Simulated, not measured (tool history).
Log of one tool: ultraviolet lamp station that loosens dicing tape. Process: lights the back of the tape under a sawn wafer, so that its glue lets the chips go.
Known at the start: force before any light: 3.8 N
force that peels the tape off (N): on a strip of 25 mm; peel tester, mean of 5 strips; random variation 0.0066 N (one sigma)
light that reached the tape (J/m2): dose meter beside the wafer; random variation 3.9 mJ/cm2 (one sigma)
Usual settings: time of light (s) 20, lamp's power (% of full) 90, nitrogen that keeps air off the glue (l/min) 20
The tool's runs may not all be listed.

| run | day | time of light (s) | lamp's power (% of full) | nitrogen that keeps air off the glue (l/min) | force that peels the tape off (N) | light that reached the tape (J/m2) |
|---|---|---|---|---|---|---|
| 1 | 0 | 20 | 90 | 20 | 0.331 | 4590 |
| 2 | 1.046 | 20 | 90 | 20 | 0.349 | 4600 |
| 3 | 1.829 | 20 | 90 | 20 | 0.36 | 4510 |
| 4 | 3.221 | 20 | 90 | 20 | 0.379 | 4350 |
| 5 | 4.146 | 20 | 90 | 31 | 0.317 | 4310 |
| 6 | 5.688 | 20 | 90 | 31 | 0.324 | 4170 |
| 7 | 7.162 | 20 | 90 | 31 | 0.329 | 4070 |
| 8 | 8.679 | 20 | 90 | 31 | 0.353 | 3950 |
| 9 | 10.188 | 20 | 90 | 31 | 0.361 | 3780 |
| 10 | 11.658 | 20 | 90 | 20 | 0.495 | 3680 |
| 11 | 12.45 | 20 | 77 | 20 | 0.639 | 3100 |
| 12 | 13.704 | 20 | 77 | 20 | 0.665 | 2990 |
|  | 14.654 | lamp changed |
| 13 | 14.8 | 20 | 77 | 20 | 0.319 | 4800 |
| 14 | 15.833 | 20 | 90 | 20 | 0.269 | 5590 |
| 15 | 16.571 | 20 | 93 | 20 | 0.26 | 5720 |
|  | 16.696 | window cleaned of glue's vapour |
| 16 | 17.392 | 20 | 93 | 20 | 0.228 | 6460 |
| 17 | 18.462 | 20 | 90 | 20 | 0.239 | 6180 |
| 18 | 19.821 | 20 | 90 | 20 | 0.251 | 6070 |
| 19 | 20.492 | 20 | 90 | 20 | 0.246 | 5990 |
| 20 | 21.638 | 20 | 90 | 20 | 0.238 | 5930 |
| 21 | 22.417 | 39 | 69 | 20 | 0.192 | 8670 |
| 22 | 23.942 | 11 | 88 | 10 | 0.983 | 3080 |
| 23 | 25.492 | 12 | 68 | 8 | 1.326 | 2540 |
| 24 | 26.746 | 20 | 61 | 35 | 0.351 | 3690 |
| 25 | 28.008 | 20 | 61 | 35 | 0.371 | 3590 |
| 26 | 29.35 | 25 | 89 | 17 | 0.244 | 6450 |
| 27 | 30.846 | 25 | 89 | 17 | 0.24 | 6280 |
| 28 | 31.729 | 19 | 89 | 10 | 0.515 | 4760 |
| 29 | 32.854 | 19 | 89 | 10 | 0.555 | 4520 |
| 30 | 34.317 | 19 | 89 | 10 | 0.555 | 4470 |
| 31 | 35.6 | 37 | 70 | 24 | 0.198 | 6760 |
| 32 | 36.392 | 19 | 81 | 20 | 0.455 | 3940 |
| 33 | 37.333 | 28 | 83 | 7 | 0.477 | 5830 |
| 34 | 38.579 | 28 | 83 | 11 | 0.367 | 5740 |
| 35 | 39.688 | 28 | 83 | 11 | 0.378 | 5580 |
| 36 | 41.1 | 20 | 76 | 40 | 0.347 | 3520 |
| 37 | 42.292 | 20 | 90 | 32 | 0.326 | 4110 |

Some steps in force that peels the tape off (N) between neighbouring runs. How much of each would the tool show without its hidden state too (settings, what came in, random variation), and how much is left for the hidden state, with any gauge scatter that isn't in both results?
The hidden state here: lamp's light, % of a new lamp's; light that the window lets through, % of a clean one's; drift of the gauge itself on peel_n, %; drift of the gauge itself on dose_mj_cm2, %.
Run 12 -> 13: lamp changed. force that peels the tape off (N) -0.346: hidden state -0.35, all else +0.004.
Run 21 -> 22: time of light (s) 39 -> 11, lamp's power (% of full) 69 -> 88, nitrogen that keeps air off the glue (l/min) 20 -> 10. force that peels the tape off (N) +0.791: hidden state +0.168, all else +0.623.
Run 23 -> 24: time of light (s) 12 -> 20, lamp's power (% of full) 68 -> 61, nitrogen that keeps air off the glue (l/min) 8 -> 35. force that peels the tape off (N) -0.975: hidden state -0.136, all else -0.839.
Run 30 -> 31: time of light (s) 19 -> 37, lamp's power (% of full) 89 -> 70, nitrogen that keeps air off the glue (l/min) 10 -> 24. force that peels the tape off (N) -0.357: hidden state -0.191, all else -0.166.
